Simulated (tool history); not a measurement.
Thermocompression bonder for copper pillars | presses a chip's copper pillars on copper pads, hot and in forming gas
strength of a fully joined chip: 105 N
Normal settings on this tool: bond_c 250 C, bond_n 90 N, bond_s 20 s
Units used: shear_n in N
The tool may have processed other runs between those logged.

run     day  bond_c  bond_n  bond_s  shear_n
  1   0.000     250      90      20     68.6
  2   0.533     250      90      20     68.0
  3   1.017     250      84      20     63.6
  4   1.504     250      90      33     77.1
  5   1.838     250      90      20     68.4
  6   2.325     250      90      20     68.2
  7   2.888     250      90      20     68.2
  8   3.325     250      90      20     67.2
  9   3.688     250      90      20     68.0
 10   3.950     250      81      20     63.6
 11   4.183     250      90      31     73.3
 12   4.712     250      90      17     63.9
 13   5.021     250      90      20     68.0
 14   5.392     250      90      50     83.3
 15   5.908     250      90      50     82.4
 16   6.179     250      90      50     82.9
 17   6.583     250      90      50     84.1
 18   6.892     250      90      50     81.3
 19   7.321     233      90      20     57.4
 20   7.567     233      90      20     57.5
      7.692  -- heater calibrated with a thermocouple chip
 21   8.121     277      90      13     73.3
 22   8.571     277      89      13     71.7
 23   8.996     228     112      12     51.1
 24   9.358     228     112      12     51.6
 25   9.921     225      65      24     40.3
     10.112  -- forming gas filter changed
 26  10.192     225      65      24     44.4
 27  10.508     236      93      55     80.2
     10.858  -- heater calibrated with a thermocouple chip, once more
 28  11.117     236      56      26     48.5
 29  11.442     228      68      21     45.9

Forecast run 30:
 30  11.908     251      71      56        ?

{"run 30": {"shear_n": 80.1}}
The same run, on a tool lacking any hidden state, would have yielded shear_n 81.2 N.
